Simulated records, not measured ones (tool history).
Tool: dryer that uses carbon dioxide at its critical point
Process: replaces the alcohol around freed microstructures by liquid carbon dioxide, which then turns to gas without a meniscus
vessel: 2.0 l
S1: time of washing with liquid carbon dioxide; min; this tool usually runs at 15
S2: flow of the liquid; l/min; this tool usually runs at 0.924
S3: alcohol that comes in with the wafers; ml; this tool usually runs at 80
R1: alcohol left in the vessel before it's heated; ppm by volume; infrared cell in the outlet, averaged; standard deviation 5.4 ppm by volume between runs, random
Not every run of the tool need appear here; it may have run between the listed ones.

run,hour,S1,S2,S3,R1
1,0.0,15,0.924,80,182
2,12.4,15,1.509,80,37
3,23.7,15,1.509,80,39
4,29.1,15,1.509,80,31
5,37.7,15,0.924,59,138
6,45.8,15,0.924,59,159
7,53.4,15,0.924,59,160
8,60.8,15,0.924,59,149
9,66.6,13,0.924,80,371
10,77.2,13,0.924,80,376
11,83.7,13,0.924,80,389
12,93.4,15,0.924,54,143
13,103.0,15,1.295,80,58
14,112.2,15,1.295,80,59
15,123.2,15,1.295,80,58
16,128.3,15,0.924,43,134
17,137.0,15,0.924,43,140
18,142.2,13,1.167,50,103
19,151.6,13,1.167,30,86
20,161.8,12,0.924,106,727
21,168.2,23,0.998,71,42
22,180.6,15,0.804,80,398
23,192.2,19,1.511,27,34
24,200.4,17,0.641,28,241
25,210.8,14,0.794,114,770

Here are 3 independent what-if runs from the current tool condition. What would each one return?
A,218.1,17,1.278,57,?
B,218.1,18,0.828,27,?
C,218.1,11,0.555,28,?

run,R1
A,42
B,83
C,1283
Take away the tool's hidden state, keep each run's random variation, and the runs would have read:
run,R1
A,0
B,30
C,1065

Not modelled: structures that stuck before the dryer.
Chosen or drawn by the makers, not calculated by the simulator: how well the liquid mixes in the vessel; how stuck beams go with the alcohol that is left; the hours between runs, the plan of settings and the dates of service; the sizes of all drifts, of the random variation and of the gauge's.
